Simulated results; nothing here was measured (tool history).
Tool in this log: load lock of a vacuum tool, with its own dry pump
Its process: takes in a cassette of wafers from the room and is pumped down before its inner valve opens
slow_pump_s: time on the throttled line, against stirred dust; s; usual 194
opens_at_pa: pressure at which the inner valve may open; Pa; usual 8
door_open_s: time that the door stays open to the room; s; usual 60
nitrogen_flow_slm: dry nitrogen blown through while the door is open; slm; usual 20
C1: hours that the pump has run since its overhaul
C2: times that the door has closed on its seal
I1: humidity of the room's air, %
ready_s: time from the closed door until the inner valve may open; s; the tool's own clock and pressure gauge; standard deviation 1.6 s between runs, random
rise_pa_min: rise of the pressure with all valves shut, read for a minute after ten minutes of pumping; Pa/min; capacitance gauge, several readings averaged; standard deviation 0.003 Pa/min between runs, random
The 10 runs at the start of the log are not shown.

{"run": 11, "hour": 2611.9, "slow_pump_s": 194, "opens_at_pa": 8, "door_open_s": 60, "nitrogen_flow_slm": 20, "C1": 8181, "C2": 46465, "I1": 45.5, "ready_s": 268.3, "rise_pa_min": 0.349}
{"run": 12, "hour": 2891.7, "slow_pump_s": 194, "opens_at_pa": 8, "door_open_s": 139, "nitrogen_flow_slm": 20, "C1": 8461, "C2": 47479, "I1": 41.3, "ready_s": 268.6, "rise_pa_min": 0.371}
{"run": 13, "hour": 3149.3, "slow_pump_s": 137, "opens_at_pa": 8, "door_open_s": 60, "nitrogen_flow_slm": 20, "C1": 8719, "C2": 48412, "I1": 44.1, "ready_s": 219.4, "rise_pa_min": 0.378}
{"run": 14, "hour": 3392.0, "slow_pump_s": 194, "opens_at_pa": 14, "door_open_s": 60, "nitrogen_flow_slm": 20, "C1": 8961, "C2": 49291, "I1": 44.5, "ready_s": 263.3, "rise_pa_min": 0.399}
{"run": 15, "hour": 3686.2, "slow_pump_s": 194, "opens_at_pa": 14, "door_open_s": 60, "nitrogen_flow_slm": 20, "C1": 9255, "C2": 50357, "I1": 43.6, "ready_s": 260.0, "rise_pa_min": 0.407}
{"run": 16, "hour": 3918.1, "slow_pump_s": 194, "opens_at_pa": 14, "door_open_s": 60, "nitrogen_flow_slm": 20, "C1": 9487, "C2": 51197, "I1": 44.8, "ready_s": 259.0, "rise_pa_min": 0.41}
{"run": 17, "hour": 4292.3, "slow_pump_s": 194, "opens_at_pa": 9, "door_open_s": 60, "nitrogen_flow_slm": 20, "C1": 9862, "C2": 52552, "I1": 44.4, "ready_s": 268.1, "rise_pa_min": 0.421}
{"run": 18, "hour": 4476.1, "slow_pump_s": 194, "opens_at_pa": 9, "door_open_s": 60, "nitrogen_flow_slm": 20, "C1": 10045, "C2": 53218, "I1": 42.2, "ready_s": 267.4, "rise_pa_min": 0.435}
{"run": 19, "hour": 4758.7, "slow_pump_s": 194, "opens_at_pa": 9, "door_open_s": 60, "nitrogen_flow_slm": 20, "C1": 10328, "C2": 54242, "I1": 42.6, "ready_s": 267.5, "rise_pa_min": 0.445}
{"run": 20, "hour": 5066.2, "slow_pump_s": 194, "opens_at_pa": 8, "door_open_s": 60, "nitrogen_flow_slm": 11, "C1": 10636, "C2": 55356, "I1": 46.4, "ready_s": 271.7, "rise_pa_min": 0.477}
{"run": 21, "hour": 5299.4, "slow_pump_s": 194, "opens_at_pa": 8, "door_open_s": 221, "nitrogen_flow_slm": 34, "C1": 10869, "C2": 56201, "I1": 47.1, "ready_s": 270.8, "rise_pa_min": 0.473}
{"run": 22, "hour": 5583.2, "slow_pump_s": 194, "opens_at_pa": 8, "door_open_s": 221, "nitrogen_flow_slm": 34, "C1": 11153, "C2": 57229, "I1": 46.8, "ready_s": 270.1, "rise_pa_min": 0.493}
{"run": 23, "hour": 5769.2, "slow_pump_s": 194, "opens_at_pa": 8, "door_open_s": 221, "nitrogen_flow_slm": 34, "C1": 11339, "C2": 57903, "I1": 45.6, "ready_s": 273.0, "rise_pa_min": 0.493}
{"run": 24, "hour": 5928.0, "slow_pump_s": 194, "opens_at_pa": 7, "door_open_s": 48, "nitrogen_flow_slm": 20, "C1": 11497, "C2": 58478, "I1": 44.8, "ready_s": 274.6, "rise_pa_min": 0.508}
{"hour": 6161.2, "done": "door's seal changed, seat wiped"}
{"run": 25, "hour": 6260.1, "slow_pump_s": 194, "opens_at_pa": 7, "door_open_s": 48, "nitrogen_flow_slm": 20, "C1": 11828, "C2": 359, "I1": 43.5, "ready_s": 274.6, "rise_pa_min": 0.026}
{"run": 26, "hour": 6588.6, "slow_pump_s": 194, "opens_at_pa": 6, "door_open_s": 60, "nitrogen_flow_slm": 20, "C1": 12156, "C2": 1549, "I1": 44.9, "ready_s": 273.8, "rise_pa_min": 0.033}
{"run": 27, "hour": 6837.0, "slow_pump_s": 194, "opens_at_pa": 6, "door_open_s": 60, "nitrogen_flow_slm": 20, "C1": 12405, "C2": 2449, "I1": 47.2, "ready_s": 274.4, "rise_pa_min": 0.03}
{"run": 28, "hour": 7040.8, "slow_pump_s": 125, "opens_at_pa": 10, "door_open_s": 65, "nitrogen_flow_slm": 20, "C1": 12609, "C2": 3187, "I1": 46.2, "ready_s": 214.4, "rise_pa_min": 0.036}
{"run": 29, "hour": 7353.7, "slow_pump_s": 125, "opens_at_pa": 10, "door_open_s": 65, "nitrogen_flow_slm": 20, "C1": 12922, "C2": 4321, "I1": 45.1, "ready_s": 210.7, "rise_pa_min": 0.04}
{"run": 30, "hour": 7678.2, "slow_pump_s": 125, "opens_at_pa": 10, "door_open_s": 65, "nitrogen_flow_slm": 20, "C1": 13246, "C2": 5496, "I1": 48.7, "ready_s": 212.7, "rise_pa_min": 0.044}
{"run": 31, "hour": 7894.3, "slow_pump_s": 125, "opens_at_pa": 10, "door_open_s": 65, "nitrogen_flow_slm": 11, "C1": 13462, "C2": 6279, "I1": 48.0, "ready_s": 211.7, "rise_pa_min": 0.053}
{"run": 32, "hour": 8107.5, "slow_pump_s": 125, "opens_at_pa": 10, "door_open_s": 65, "nitrogen_flow_slm": 11, "C1": 13675, "C2": 7051, "I1": 44.1, "ready_s": 213.0, "rise_pa_min": 0.056}
{"run": 33, "hour": 8265.3, "slow_pump_s": 125, "opens_at_pa": 10, "door_open_s": 65, "nitrogen_flow_slm": 11, "C1": 13833, "C2": 7623, "I1": 42.6, "ready_s": 215.7, "rise_pa_min": 0.06}

Run 34, settings as shown, results not yet in. Your forecast:
{"run": 34, "hour": 8552.8, "slow_pump_s": 378, "opens_at_pa": 8, "door_open_s": 35, "nitrogen_flow_slm": 20, "C1": 14121, "C2": 8665, "I1": 45.8, "ready_s": "?", "rise_pa_min": "?"}

{"run 34": {"ready_s": 435.1, "rise_pa_min": 0.051}}
Take away the tool's hidden state, keep the run-to-run variation as it was, and the same run would have given ready_s 424.2 s, rise_pa_min 0.024 Pa/min.

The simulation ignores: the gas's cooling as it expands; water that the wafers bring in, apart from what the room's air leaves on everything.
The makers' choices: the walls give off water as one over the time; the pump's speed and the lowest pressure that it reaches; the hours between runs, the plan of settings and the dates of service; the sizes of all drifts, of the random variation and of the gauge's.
